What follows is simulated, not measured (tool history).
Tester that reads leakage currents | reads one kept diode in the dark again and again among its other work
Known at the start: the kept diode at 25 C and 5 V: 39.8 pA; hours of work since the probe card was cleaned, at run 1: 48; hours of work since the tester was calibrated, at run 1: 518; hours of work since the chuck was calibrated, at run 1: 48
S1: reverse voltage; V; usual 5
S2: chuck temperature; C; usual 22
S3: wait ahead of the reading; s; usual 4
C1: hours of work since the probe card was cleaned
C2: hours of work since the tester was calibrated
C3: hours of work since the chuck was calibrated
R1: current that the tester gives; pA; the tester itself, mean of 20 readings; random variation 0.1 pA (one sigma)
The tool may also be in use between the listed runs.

{"run": 1, "hour": 0.0, "S1": 5, "S2": 22, "S3": 4, "C1": 48, "C2": 518, "C3": 48, "R1": 30.08}
{"run": 2, "hour": 86.7, "S1": 5, "S2": 22, "S3": 4, "C1": 99, "C2": 569, "C3": 99, "R1": 30.47}
{"run": 3, "hour": 222.5, "S1": 5, "S2": 22, "S3": 4, "C1": 178, "C2": 648, "C3": 178, "R1": 31.25}
{"run": 4, "hour": 317.1, "S1": 5, "S2": 22, "S3": 4, "C1": 234, "C2": 704, "C3": 234, "R1": 31.61}
{"run": 5, "hour": 425.1, "S1": 5, "S2": 22, "S3": 4, "C1": 297, "C2": 767, "C3": 297, "R1": 31.8}
{"run": 6, "hour": 601.9, "S1": 5, "S2": 22, "S3": 4, "C1": 401, "C2": 871, "C3": 401, "R1": 32.5}
{"run": 7, "hour": 780.1, "S1": 5, "S2": 22, "S3": 4, "C1": 505, "C2": 975, "C3": 505, "R1": 33.13}
{"run": 8, "hour": 868.2, "S1": 5, "S2": 22, "S3": 4, "C1": 557, "C2": 1027, "C3": 557, "R1": 33.63}
{"run": 9, "hour": 1034.4, "S1": 5, "S2": 22, "S3": 0.82, "C1": 654, "C2": 1124, "C3": 654, "R1": 35.44}
{"run": 10, "hour": 1225.3, "S1": 5.51, "S2": 35, "S3": 2.26, "C1": 766, "C2": 1236, "C3": 766, "R1": 102.15}
{"run": 11, "hour": 1337.9, "S1": 1.31, "S2": 21, "S3": 1.1, "C1": 832, "C2": 1302, "C3": 832, "R1": 14.44}
{"hour": 1350.4, "done": "probe card cleaned and baked"}
{"hour": 1413.7, "done": "chuck's temperature calibrated"}
{"run": 12, "hour": 1451.1, "S1": 5.24, "S2": 45, "S3": 2.41, "C1": 58, "C2": 1366, "C3": 22, "R1": 265.42}
{"run": 13, "hour": 1559.7, "S1": 5.24, "S2": 45, "S3": 2.41, "C1": 122, "C2": 1429, "C3": 86, "R1": 261.41}
{"run": 14, "hour": 1718.5, "S1": 2.65, "S2": 22, "S3": 4, "C1": 215, "C2": 1522, "C3": 179, "R1": 29.6}

The next listed run, before its measurement:
{"run": 15, "hour": 1863.3, "S1": 1.34, "S2": 35, "S3": 2.4, "C1": 300, "C2": 1607, "C3": 264, "R1": "?"}

R1: 54.57 pA
Without the tool's hidden state the same run would have given R1 54.28 pA.
